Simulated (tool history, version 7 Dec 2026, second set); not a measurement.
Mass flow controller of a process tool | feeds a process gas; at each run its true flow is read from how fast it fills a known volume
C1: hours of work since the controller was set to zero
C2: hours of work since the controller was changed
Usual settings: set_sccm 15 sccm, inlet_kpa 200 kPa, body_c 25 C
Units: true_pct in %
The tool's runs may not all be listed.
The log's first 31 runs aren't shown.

{"run": 32, "hour": 2437.3, "set_sccm": 46, "inlet_kpa": 159, "body_c": 25, "C1": 1762, "C2": 1762, "true_pct": 100.42}
{"hour": 2448.1, "done": "controller's zero set anew"}
{"run": 33, "hour": 2509.8, "set_sccm": 15, "inlet_kpa": 258, "body_c": 25, "C1": 41, "C2": 1810, "true_pct": 99.76}
{"run": 34, "hour": 2621.9, "set_sccm": 15, "inlet_kpa": 258, "body_c": 25, "C1": 115, "C2": 1884, "true_pct": 99.8}
{"run": 35, "hour": 2680.1, "set_sccm": 15, "inlet_kpa": 258, "body_c": 25, "C1": 153, "C2": 1922, "true_pct": 99.91}
{"hour": 2757.8, "done": "controller's zero set anew, once more"}
{"run": 36, "hour": 2757.8, "set_sccm": 15, "inlet_kpa": 258, "body_c": 27, "C1": 0, "C2": 1973, "true_pct": 98.99}
{"run": 37, "hour": 2866.6, "set_sccm": 15, "inlet_kpa": 258, "body_c": 27, "C1": 72, "C2": 2045, "true_pct": 99.13}
{"run": 38, "hour": 2926.2, "set_sccm": 15, "inlet_kpa": 258, "body_c": 27, "C1": 111, "C2": 2084, "true_pct": 99.05}
{"run": 39, "hour": 3038.9, "set_sccm": 15, "inlet_kpa": 258, "body_c": 27, "C1": 185, "C2": 2159, "true_pct": 99.16}
{"run": 40, "hour": 3116.9, "set_sccm": 10, "inlet_kpa": 203, "body_c": 29, "C1": 237, "C2": 2210, "true_pct": 98.94}
{"run": 41, "hour": 3231.0, "set_sccm": 10, "inlet_kpa": 203, "body_c": 29, "C1": 312, "C2": 2285, "true_pct": 98.94}
{"run": 42, "hour": 3347.0, "set_sccm": 21, "inlet_kpa": 163, "body_c": 25, "C1": 389, "C2": 2362, "true_pct": 99.71}
{"run": 43, "hour": 3442.2, "set_sccm": 12, "inlet_kpa": 248, "body_c": 25, "C1": 451, "C2": 2425, "true_pct": 99.33}
{"run": 44, "hour": 3510.8, "set_sccm": 16, "inlet_kpa": 248, "body_c": 39, "C1": 497, "C2": 2470, "true_pct": 98.12}
{"run": 45, "hour": 3571.0, "set_sccm": 28, "inlet_kpa": 195, "body_c": 23, "C1": 536, "C2": 2510, "true_pct": 100}
{"run": 46, "hour": 3619.2, "set_sccm": 15, "inlet_kpa": 165, "body_c": 25, "C1": 568, "C2": 2541, "true_pct": 99.68}
{"run": 47, "hour": 3710.6, "set_sccm": 15, "inlet_kpa": 222, "body_c": 22, "C1": 629, "C2": 2602, "true_pct": 99.86}
{"run": 48, "hour": 3757.9, "set_sccm": 13, "inlet_kpa": 251, "body_c": 27, "C1": 660, "C2": 2633, "true_pct": 99.22}

Forecast each of these 4 alternatives for the next run:
{"run": "A", "hour": 3871.3, "set_sccm": 17, "inlet_kpa": 251, "body_c": 34, "C1": 735, "C2": 2708, "true_pct": "?"}
{"run": "B", "hour": 3871.3, "set_sccm": 21, "inlet_kpa": 244, "body_c": 34, "C1": 735, "C2": 2708, "true_pct": "?"}
{"run": "C", "hour": 3871.3, "set_sccm": 20, "inlet_kpa": 182, "body_c": 24, "C1": 735, "C2": 2708, "true_pct": "?"}
{"run": "D", "hour": 3871.3, "set_sccm": 13, "inlet_kpa": 230, "body_c": 37, "C1": 735, "C2": 2708, "true_pct": "?"}

run=A true_pct=98.59
run=B true_pct=98.66
run=C true_pct=99.86
run=D true_pct=98.33
Without the tool's hidden state the same runs would have given:
run=A true_pct=97.91
run=B true_pct=98.05
run=C true_pct=99.23
run=D true_pct=97.54
